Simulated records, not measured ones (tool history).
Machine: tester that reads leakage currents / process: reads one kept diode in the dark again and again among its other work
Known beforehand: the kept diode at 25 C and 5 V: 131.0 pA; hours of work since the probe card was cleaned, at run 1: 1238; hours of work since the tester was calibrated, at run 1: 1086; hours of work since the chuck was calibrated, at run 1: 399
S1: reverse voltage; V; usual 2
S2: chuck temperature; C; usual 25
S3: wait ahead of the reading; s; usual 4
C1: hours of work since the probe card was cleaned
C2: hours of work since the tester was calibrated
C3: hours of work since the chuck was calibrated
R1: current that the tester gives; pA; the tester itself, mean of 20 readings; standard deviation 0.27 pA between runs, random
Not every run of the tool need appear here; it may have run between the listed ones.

run	hour	S1	S2	S3	C1	C2	C3	R1
1	0	2	25	4	1238	1086	399	87.41
2	42.4	2	25	4	1266	1113	426	87.62
3	79.6	2	25	4	1290	1137	450	87.06
4	113.7	2	25	4	1312	1159	472	87.33
5	153.2	2	25	4	1337	1184	497	86.78
6	194	2	25	4	1363	1211	524	86.12
# hour 198.8: tester calibrated
7	233.2	3.56	25	7.16	1387	22	548	110.72
8	282.2	5.14	38	5.32	1419	54	579	391.65
9	343.9	8.36	55	0.41	1459	94	619	1791.14
# hour 388.4: tester calibrated, once more
10	401.5	3.88	25	3.72	1494	8	655	114.16
11	439.9	5.31	25	3.72	1519	33	680	131.5

What if the next run were any one of these 5? Each begins from the tool's condition after run 11:
A	474.1	3.72	25	1.54	1541	55	702	?
B	474.1	14.28	27	0.48	1541	55	702	?
C	474.1	4.93	55	1.2	1541	55	702	?
D	474.1	1.02	30	0.5	1541	55	702	?
E	474.1	5.31	46	3.72	1541	55	702	?

run	R1
A	112.16
B	246.21
C	1426.68
D	98.68
E	744.61
What these runs would have given with no unlogged condition in the tool:
run	R1
A	116.02
B	247.54
C	1505.14
D	104.35
E	785.06
